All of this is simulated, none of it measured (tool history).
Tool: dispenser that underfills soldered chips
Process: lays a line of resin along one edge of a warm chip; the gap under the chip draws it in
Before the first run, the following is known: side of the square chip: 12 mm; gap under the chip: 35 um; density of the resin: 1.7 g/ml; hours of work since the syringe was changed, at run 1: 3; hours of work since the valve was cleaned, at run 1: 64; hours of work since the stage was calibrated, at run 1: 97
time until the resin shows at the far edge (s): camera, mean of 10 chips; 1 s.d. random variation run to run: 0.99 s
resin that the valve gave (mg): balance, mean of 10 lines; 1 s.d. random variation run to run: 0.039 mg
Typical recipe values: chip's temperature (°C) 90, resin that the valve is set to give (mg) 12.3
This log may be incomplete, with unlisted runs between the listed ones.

run	hour	chip's temperature (°C)	resin that the valve is set to give (mg)	hours of work since the syringe was changed	hours of work since the valve was cleaned	hours of work since the stage was calibrated	time until the resin shows at the far edge (s)	resin that the valve gave (mg)
1	0	90	12.3	3	64	97	126.6	11.93
# hour 3.9: dispensing valve cleaned and set on the balance
2	5.3	90	12.4	6	1	100	160	12.45
# hour 10.7: new syringe of resin
3	11.1	90	12.4	0	5	103	98	12.36
4	19.9	90	12.4	6	10	109	162.5	12.29
# hour 25.3: new syringe of resin
5	25.8	90	12.4	0	14	113	98.5	12.26
6	31.1	90	12.3	4	18	116	134.9	12.13
7	37.9	90	12.3	8	22	121	200.9	12.12
# hour 39.6: new syringe of resin
8	46.7	90	12.3	5	28	127	143	12.09
9	52.4	90	12.3	8	32	130	197.1	11.98
# hour 54.3: new syringe of resin
10	61.6	81	12.3	5	38	136	187.5	12.04
# hour 69: new syringe of resin
11	69.4	81	12.3	0	43	141	124.7	12.03
12	75.5	81	12.3	4	47	145	180	11.91
# hour 83.4: new syringe of resin
13	84.6	92	11.8	1	52	151	99.5	11.41
14	88.4	103	11.2	3	55	154	95.9	10.81
15	95.5	88	15.8	8	60	158	203	15.23
# hour 98.5: new syringe of resin
16	102	83	15.2	2	64	163	136.1	14.66
# hour 106.3: dispensing valve cleaned and set on the balance
17	108.3	83	15.2	6	1	166	194	15.13
# hour 114.2: new syringe of resin
18	116.4	87	12.5	1	7	171	118.1	12.45
19	122.7	77	15.2	6	11	175	218.7	15.08
# hour 128.8: new syringe of resin
20	129.2	81	12.3	0	15	180	121	12.15
21	134.5	81	12.3	4	18	183	166.8	12.13
22	139.2	93	12.3	7	22	186	158.9	12.17
# hour 143.7: new syringe of resin
23	147.9	85	12.7	3	27	192	142.1	12.52
24	156.4	99	14.9	8	33	198	158.4	14.62

Per-run results on a tool with no hidden state, each run keeping its own random variation:
What the log doesn't record here: resin's viscosity, % of fresh resin's; dose that the valve gives, % of what is set; true chip temperature over the reading, C; drift of the gauge itself on fill_s, %; drift of the gauge itself on given_mg, %.
run	time until the resin shows at the far edge (s)	resin that the valve gave (mg)
1	94.8	12.3
2	93.4	12.47
3	93.6	12.4
4	92.3	12.38
5	94.4	12.37
6	94.1	12.27
7	94	12.29
8	94.1	12.3
9	92.2	12.22
10	120.9	12.31
11	118.3	12.34
12	119.3	12.25
13	90.5	11.77
14	69.4	11.17
15	97.6	15.78
16	108.7	15.23
17	113.3	15.17
18	101.4	12.52
19	129.7	15.2
20	118.3	12.28
21	119.3	12.28
22	86.1	12.34
23	108.7	12.73
24	73.6	14.92

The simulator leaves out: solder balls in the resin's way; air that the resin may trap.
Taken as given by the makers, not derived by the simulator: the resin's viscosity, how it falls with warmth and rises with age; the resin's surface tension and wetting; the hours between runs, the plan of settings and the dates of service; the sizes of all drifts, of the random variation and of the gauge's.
